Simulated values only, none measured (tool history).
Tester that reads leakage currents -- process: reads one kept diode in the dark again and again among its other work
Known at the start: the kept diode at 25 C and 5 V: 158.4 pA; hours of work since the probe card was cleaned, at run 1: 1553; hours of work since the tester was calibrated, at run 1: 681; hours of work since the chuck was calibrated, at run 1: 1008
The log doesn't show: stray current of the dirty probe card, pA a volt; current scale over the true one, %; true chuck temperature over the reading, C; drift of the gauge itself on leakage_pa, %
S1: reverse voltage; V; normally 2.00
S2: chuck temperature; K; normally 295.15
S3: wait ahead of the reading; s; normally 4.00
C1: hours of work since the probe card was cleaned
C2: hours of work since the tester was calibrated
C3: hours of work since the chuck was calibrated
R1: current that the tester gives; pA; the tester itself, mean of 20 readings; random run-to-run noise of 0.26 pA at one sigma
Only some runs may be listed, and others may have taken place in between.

run   hour     S1      S2    S3    C1   C2    C3       R1
  1    0.0   2.00  295.15  4.00  1553  681  1008    95.00
  2   26.8   2.00  295.15  4.00  1566  693  1021    96.02
  3   61.8   2.00  295.15  4.00  1582  710  1037    95.73
  4   83.7  14.59  295.15  4.00  1593  721  1048   223.89
      87.8  -- chuck's temperature calibrated
  5  105.8  14.59  295.15  4.00  1602  730     9   235.88
  6  129.1   2.00  308.15  4.00  1614  741    20   319.79
  7  169.7  11.38  300.15  4.00  1633  761    39   326.99
  8  187.3   7.45  295.15  4.97  1641  769    47   176.41
  9  221.1   5.66  327.15  0.94  1657  785    63  2265.01
     227.5  -- chuck's temperature calibrated, once more
 10  242.4   3.08  327.15  2.39  1667  794     7  1519.01
     253.8  -- probe card cleaned and baked
 11  286.8   3.08  327.15  2.39    16  814    27  1516.56

For run 12, what comes out?
 12  314.1  2.00  333.15  0.44  29  827  40   ?

{"run 12": {"R1": 2019.46}}
With no hidden state in the tool, this same run would have given R1 2035.38 pA.

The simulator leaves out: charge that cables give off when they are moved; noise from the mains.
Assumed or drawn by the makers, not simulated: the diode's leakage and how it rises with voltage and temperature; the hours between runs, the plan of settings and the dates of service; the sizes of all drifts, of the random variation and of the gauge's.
